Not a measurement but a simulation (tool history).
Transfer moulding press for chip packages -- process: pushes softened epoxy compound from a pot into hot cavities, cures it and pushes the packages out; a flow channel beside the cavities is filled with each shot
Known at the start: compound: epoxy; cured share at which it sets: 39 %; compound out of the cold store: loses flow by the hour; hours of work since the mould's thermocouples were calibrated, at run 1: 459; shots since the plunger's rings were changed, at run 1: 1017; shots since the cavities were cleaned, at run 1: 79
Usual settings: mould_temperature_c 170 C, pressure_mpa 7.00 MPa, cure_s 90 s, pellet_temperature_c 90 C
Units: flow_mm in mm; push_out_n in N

| run | hour | mould_temperature_c | pressure_mpa | cure_s | pellet_temperature_c | hours of work since the mould's thermocouples were calibrated | shots since the plunger's rings were changed | shots since the cavities were cleaned | incoming compound's hours out of the cold store | flow_mm | push_out_n |
|---|---|---|---|---|---|---|---|---|---|---|---|
| 1 | 0.0 | 170 | 7.00 | 90 | 90 | 459 | 1017 | 79 | 12.6 | 985 | 510 |
|  | 33.7 | cavities cleaned with cleaning compound and waxed |
| 2 | 49.7 | 170 | 7.00 | 90 | 90 | 496 | 1752 | 244 | 43.6 | 839 | 502 |
|  | 71.9 | cavities cleaned with cleaning compound and waxed |
|  | 109.2 | cavities cleaned with cleaning compound and waxed |
| 3 | 113.0 | 166 | 7.00 | 90 | 90 | 543 | 2671 | 58 | 45.8 | 838 | 562 |
|  | 149.6 | cavities cleaned with cleaning compound and waxed |
|  | 189.0 | cavities cleaned with cleaning compound and waxed |
| 4 | 190.5 | 166 | 7.00 | 90 | 90 | 600 | 3808 | 24 | 13.9 | 940 | 590 |
|  | 225.4 | plunger's sealing rings changed |
|  | 231.5 | cavities cleaned with cleaning compound and waxed |
| 5 | 233.4 | 166 | 7.00 | 90 | 90 | 630 | 99 | 29 | 37.6 | 918 | 586 |
|  | 271.8 | cavities cleaned with cleaning compound and waxed |
|  | 281.6 | mould's thermocouples calibrated |
| 6 | 282.7 | 171 | 7.00 | 90 | 90 | 1 | 797 | 135 | 18.1 | 964 | 504 |
|  | 315.2 | cavities cleaned with cleaning compound and waxed |
|  | 355.7 | cavities cleaned with cleaning compound and waxed |
| 7 | 360.6 | 170 | 7.00 | 90 | 90 | 59 | 1940 | 75 | 23.3 | 914 | 500 |
|  | 399.1 | cavities cleaned with cleaning compound and waxed |
| 8 | 417.6 | 170 | 7.00 | 90 | 90 | 102 | 2786 | 282 | 21.7 | 912 | 634 |
|  | 435.8 | cavities cleaned with cleaning compound and waxed |
|  | 474.5 | cavities cleaned with cleaning compound and waxed |
| 9 | 498.3 | 170 | 8.12 | 90 | 90 | 162 | 3971 | 363 | 27.2 | 938 | 637 |
|  | 514.6 | cavities cleaned with cleaning compound and waxed |
|  | 523.0 | plunger's sealing rings changed |
|  | 556.7 | cavities cleaned with cleaning compound and waxed |
| 10 | 563.6 | 170 | 8.12 | 90 | 90 | 208 | 596 | 104 | 44.1 | 916 | 497 |
|  | 593.5 | cavities cleaned with cleaning compound and waxed |
|  | 630.1 | cavities cleaned with cleaning compound and waxed |
| 11 | 640.5 | 170 | 7.00 | 90 | 93 | 265 | 1724 | 158 | 16.8 | 947 | 552 |
|  | 666.8 | cavities cleaned with cleaning compound and waxed |
| 12 | 692.3 | 170 | 7.00 | 90 | 93 | 304 | 2491 | 389 | 26.2 | 894 | 603 |
|  | 705.7 | cavities cleaned with cleaning compound and waxed |
|  | 744.4 | cavities cleaned with cleaning compound and waxed |
| 13 | 748.5 | 170 | 7.00 | 123 | 98 | 345 | 3302 | 62 | 40.3 | 830 | 358 |
|  | 784.5 | cavities cleaned with cleaning compound and waxed |
|  | 815.0 | plunger's sealing rings changed |
|  | 826.5 | cavities cleaned with cleaning compound and waxed |
| 14 | 831.2 | 163 | 7.45 | 120 | 86 | 405 | 223 | 72 | 36.4 | 974 | 461 |
|  | 869.6 | cavities cleaned with cleaning compound and waxed |
| 15 | 876.0 | 176 | 7.00 | 71 | 91 | 438 | 884 | 98 | 8.4 | 956 | 531 |
|  | 910.2 | cavities cleaned with cleaning compound and waxed |
|  | 946.9 | cavities cleaned with cleaning compound and waxed |
| 16 | 953.9 | 176 | 7.00 | 85 | 83 | 496 | 2025 | 106 | 19.8 | 902 | 404 |
|  | 986.8 | cavities cleaned with cleaning compound and waxed |
| 17 | 1017.9 | 165 | 7.00 | 90 | 96 | 544 | 2979 | 474 | 28.1 | 912 | 881 |
|  | 1024.8 | cavities cleaned with cleaning compound and waxed |
| 18 | 1056.2 | 170 | 7.00 | 90 | 100 | 573 | 3540 | 479 | 22.8 | 887 | 617 |
|  | 1061.4 | cavities cleaned with cleaning compound and waxed |
|  | 1101.6 | cavities cleaned with cleaning compound and waxed |
| 19 | 1103.7 | 163 | 6.24 | 72 | 100 | 607 | 4218 | 32 | 32.6 | 829 | 1083 |
|  | 1111.8 | plunger's sealing rings changed |
|  | 1146.4 | cavities cleaned with cleaning compound and waxed |
| 20 | 1153.0 | 163 | 5.58 | 112 | 100 | 642 | 606 | 102 | 37.2 | 827 | 539 |
|  | 1187.4 | mould's thermocouples calibrated |
|  | 1188.9 | cavities cleaned with cleaning compound and waxed |
| 21 | 1191.6 | 177 | 6.22 | 75 | 95 | 2 | 1140 | 40 | 19.3 | 860 | 426 |
|  | 1232.1 | cavities cleaned with cleaning compound and waxed |
| 22 | 1246.2 | 171 | 6.58 | 83 | 94 | 43 | 1951 | 216 | 45.7 | 814 | 591 |
|  | 1273.3 | cavities cleaned with cleaning compound and waxed |
| 23 | 1307.7 | 171 | 6.58 | 83 | 94 | 89 | 2864 | 523 | 17.1 | 900 | 760 |
|  | 1314.3 | cavities cleaned with cleaning compound and waxed |
|  | 1352.7 | cavities cleaned with cleaning compound and waxed |
| 24 | 1366.8 | 163 | 6.76 | 90 | 90 | 133 | 3721 | 215 | 25.0 | 909 | 988 |

Each run again, without the hidden state but with its own random variation kept:
Hidden conditions of the tool in this case: true mould temperature over the reading, C; pressure that reaches the compound, % of what is set; grip of the stained cavities, % over clean ones'; drift of the gauge itself on flow_mm, %; drift of the gauge itself on push_out_n, %.
| run | flow_mm | push_out_n |
|---|---|---|
| 1 | 1010 | 488 |
| 2 | 872 | 427 |
| 3 | 886 | 567 |
| 4 | 1016 | 645 |
| 5 | 931 | 623 |
| 6 | 978 | 424 |
| 7 | 948 | 452 |
| 8 | 961 | 486 |
| 9 | 1011 | 468 |
| 10 | 930 | 436 |
| 11 | 982 | 476 |
| 12 | 940 | 436 |
| 13 | 885 | 333 |
| 14 | 984 | 430 |
| 15 | 976 | 502 |
| 16 | 941 | 365 |
| 17 | 970 | 646 |
| 18 | 954 | 446 |
| 19 | 904 | 1102 |
| 20 | 841 | 503 |
| 21 | 876 | 397 |
| 22 | 842 | 465 |
| 23 | 949 | 510 |
| 24 | 976 | 786 |
